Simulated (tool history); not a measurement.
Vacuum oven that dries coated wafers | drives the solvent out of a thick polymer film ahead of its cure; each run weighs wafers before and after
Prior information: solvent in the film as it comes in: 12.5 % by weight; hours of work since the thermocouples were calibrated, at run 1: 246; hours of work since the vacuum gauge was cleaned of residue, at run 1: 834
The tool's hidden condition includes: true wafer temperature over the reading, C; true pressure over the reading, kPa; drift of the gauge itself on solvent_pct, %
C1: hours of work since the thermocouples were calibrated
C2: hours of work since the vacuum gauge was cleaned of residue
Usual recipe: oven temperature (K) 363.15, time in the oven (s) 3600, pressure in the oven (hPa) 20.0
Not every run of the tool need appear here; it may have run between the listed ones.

run 1 hour=0.0 | oven_temperature_(K)=363.15 time_in_the_oven_(s)=3600 pressure_in_the_oven_(hPa)=20.0 | C1=246 C2=834 | solvent_left_in_the_film_(%)=2.06
run 2 hour=8.1 | oven_temperature_(K)=363.15 time_in_the_oven_(s)=3600 pressure_in_the_oven_(hPa)=20.0 | C1=250 C2=838 | solvent_left_in_the_film_(%)=2.08
run 3 hour=13.8 | oven_temperature_(K)=363.15 time_in_the_oven_(s)=3600 pressure_in_the_oven_(hPa)=20.0 | C1=254 C2=841 | solvent_left_in_the_film_(%)=2.07
run 4 hour=23.3 | oven_temperature_(K)=363.15 time_in_the_oven_(s)=3600 pressure_in_the_oven_(hPa)=20.0 | C1=259 C2=847 | solvent_left_in_the_film_(%)=2.05
run 5 hour=34.0 | oven_temperature_(K)=363.15 time_in_the_oven_(s)=3600 pressure_in_the_oven_(hPa)=20.0 | C1=265 C2=852 | solvent_left_in_the_film_(%)=1.93
run 6 hour=40.6 | oven_temperature_(K)=363.15 time_in_the_oven_(s)=3600 pressure_in_the_oven_(hPa)=20.0 | C1=268 C2=856 | solvent_left_in_the_film_(%)=2.16
run 7 hour=48.5 | oven_temperature_(K)=363.15 time_in_the_oven_(s)=3540 pressure_in_the_oven_(hPa)=20.0 | C1=272 C2=860 | solvent_left_in_the_film_(%)=2.04
run 8 hour=58.2 | oven_temperature_(K)=363.15 time_in_the_oven_(s)=3540 pressure_in_the_oven_(hPa)=20.0 | C1=278 C2=865 | solvent_left_in_the_film_(%)=2.13
run 9 hour=68.0 | oven_temperature_(K)=363.15 time_in_the_oven_(s)=3540 pressure_in_the_oven_(hPa)=20.0 | C1=283 C2=871 | solvent_left_in_the_film_(%)=2.10
run 10 hour=77.3 | oven_temperature_(K)=363.15 time_in_the_oven_(s)=3540 pressure_in_the_oven_(hPa)=33.3 | C1=288 C2=876 | solvent_left_in_the_film_(%)=2.86
run 11 hour=86.6 | oven_temperature_(K)=363.15 time_in_the_oven_(s)=3540 pressure_in_the_oven_(hPa)=33.3 | C1=293 C2=881 | solvent_left_in_the_film_(%)=2.78
run 12 hour=97.8 | oven_temperature_(K)=363.15 time_in_the_oven_(s)=3540 pressure_in_the_oven_(hPa)=33.3 | C1=299 C2=887 | solvent_left_in_the_film_(%)=2.94
run 13 hour=105.4 | oven_temperature_(K)=361.15 time_in_the_oven_(s)=2100 pressure_in_the_oven_(hPa)=42.9 | C1=303 C2=891 | solvent_left_in_the_film_(%)=5.07
run 14 hour=112.1 | oven_temperature_(K)=349.15 time_in_the_oven_(s)=4260 pressure_in_the_oven_(hPa)=16.2 | C1=307 C2=895 | solvent_left_in_the_film_(%)=3.92
run 15 hour=118.6 | oven_temperature_(K)=357.15 time_in_the_oven_(s)=5400 pressure_in_the_oven_(hPa)=32.8 | C1=310 C2=898 | solvent_left_in_the_film_(%)=3.19
run 16 hour=126.9 | oven_temperature_(K)=357.15 time_in_the_oven_(s)=5400 pressure_in_the_oven_(hPa)=70.3 | C1=315 C2=903 | solvent_left_in_the_film_(%)=5.98
run 17 hour=133.1 | oven_temperature_(K)=374.15 time_in_the_oven_(s)=2520 pressure_in_the_oven_(hPa)=20.0 | C1=318 C2=906 | solvent_left_in_the_film_(%)=1.44
run 18 hour=143.3 | oven_temperature_(K)=364.15 time_in_the_oven_(s)=2400 pressure_in_the_oven_(hPa)=10.5 | C1=324 C2=912 | solvent_left_in_the_film_(%)=2.55

Forecast each of these 5 alternatives for the next run:
run A hour=153.1 | oven_temperature_(K)=352.15 time_in_the_oven_(s)=3480 pressure_in_the_oven_(hPa)=20.0 | C1=329 C2=917 | solvent_left_in_the_film_(%)=?
run B hour=153.1 | oven_temperature_(K)=375.15 time_in_the_oven_(s)=6240 pressure_in_the_oven_(hPa)=52.7 | C1=329 C2=917 | solvent_left_in_the_film_(%)=?
run C hour=153.1 | oven_temperature_(K)=377.15 time_in_the_oven_(s)=2280 pressure_in_the_oven_(hPa)=10.5 | C1=329 C2=917 | solvent_left_in_the_film_(%)=?
run D hour=153.1 | oven_temperature_(K)=361.15 time_in_the_oven_(s)=3600 pressure_in_the_oven_(hPa)=41.5 | C1=329 C2=917 | solvent_left_in_the_film_(%)=?
run E hour=153.1 | oven_temperature_(K)=368.15 time_in_the_oven_(s)=4200 pressure_in_the_oven_(hPa)=21.1 | C1=329 C2=917 | solvent_left_in_the_film_(%)=?

run=A solvent_left_in_the_film_(%)=4.26
run=B solvent_left_in_the_film_(%)=2.14
run=C solvent_left_in_the_film_(%)=0.91
run=D solvent_left_in_the_film_(%)=3.70
run=E solvent_left_in_the_film_(%)=1.35
What these runs would have given with no unlogged condition in the tool:
run=A solvent_left_in_the_film_(%)=4.25
run=B solvent_left_in_the_film_(%)=2.13
run=C solvent_left_in_the_film_(%)=0.91
run=D solvent_left_in_the_film_(%)=3.69
run=E solvent_left_in_the_film_(%)=1.34
